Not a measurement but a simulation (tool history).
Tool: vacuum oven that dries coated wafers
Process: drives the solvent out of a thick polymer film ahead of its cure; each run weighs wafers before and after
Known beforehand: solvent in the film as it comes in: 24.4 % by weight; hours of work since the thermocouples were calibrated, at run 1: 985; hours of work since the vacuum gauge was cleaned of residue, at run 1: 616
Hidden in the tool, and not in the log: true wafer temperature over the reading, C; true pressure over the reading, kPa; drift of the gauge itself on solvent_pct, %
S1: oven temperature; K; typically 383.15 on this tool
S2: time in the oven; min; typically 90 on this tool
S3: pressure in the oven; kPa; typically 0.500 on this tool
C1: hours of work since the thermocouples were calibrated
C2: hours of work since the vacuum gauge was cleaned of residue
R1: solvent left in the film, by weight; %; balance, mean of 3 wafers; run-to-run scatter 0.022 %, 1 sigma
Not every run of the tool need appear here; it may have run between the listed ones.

run,hour,S1,S2,S3,C1,C2,R1
1,0.0,383.15,90,0.500,985,616,1.64
2,12.5,383.15,90,0.500,994,626,1.61
3,25.1,383.15,90,0.500,1004,635,1.60
4,36.7,383.15,90,1.013,1012,643,1.78
5,50.9,383.15,90,0.500,1022,653,1.61
6,64.4,383.15,90,0.500,1032,663,1.60
7,84.7,383.15,90,0.500,1047,678,1.58
8,99.5,383.15,90,0.500,1058,689,1.59
9,121.0,383.15,90,0.500,1073,705,1.59
10,143.3,383.15,90,0.765,1090,721,1.72
11,161.8,377.15,90,0.765,1103,734,3.28
12,177.7,377.15,90,0.765,1115,746,3.32
13,198.5,373.15,90,0.500,1130,761,4.65
14,213.8,373.15,90,0.500,1141,772,4.66
15,233.0,394.15,90,0.500,1155,786,0.35
16,252.8,394.15,90,0.500,1169,800,0.33
17,266.8,394.15,90,0.500,1179,811,0.33
18,289.3,383.15,65,0.500,1196,827,3.06
# hour 292.7: oven's thermocouples calibrated
19,310.6,383.15,65,0.500,13,841,2.69
20,326.7,383.15,46,0.500,25,853,4.71
21,348.8,383.15,90,0.500,41,869,1.40
22,363.9,383.15,90,0.723,52,880,1.43
23,381.8,383.15,90,0.723,65,893,1.44
24,397.0,383.15,118,0.272,76,904,0.66
25,414.2,369.15,139,1.459,88,916,3.60
# hour 425.3: oven's thermocouples calibrated, once more
26,425.3,370.15,59,1.034,0,923,9.80
27,436.0,375.15,90,0.500,8,931,4.46
28,445.4,383.15,90,0.356,15,938,1.86
29,454.6,375.15,56,1.626,21,944,8.14
30,475.1,375.15,56,1.626,36,959,8.15
31,496.0,376.15,90,0.562,51,974,4.12
32,515.4,376.15,90,0.562,66,989,4.11
33,536.8,370.15,90,0.316,81,1004,6.42
34,552.9,371.15,147,0.473,93,1016,3.02
35,569.8,380.15,134,0.500,105,1028,1.18
36,579.9,380.15,134,0.500,112,1035,1.19
37,600.8,380.15,134,0.500,128,1051,1.18
38,622.7,380.15,134,0.500,144,1067,1.22
39,641.3,383.15,101,1.507,157,1080,1.85
40,659.4,383.15,101,1.507,170,1093,1.85
41,670.2,373.15,118,0.948,178,1101,3.73
42,682.8,373.15,118,0.948,187,1110,3.76

Expected results for the next run?
43,696.6,381.15,118,0.996,197,1120,?

Run 43 gave R1 1.57 %.
If the tool had no hidden condition, the same run with the same run-to-run variation would have returned R1 1.50 %.
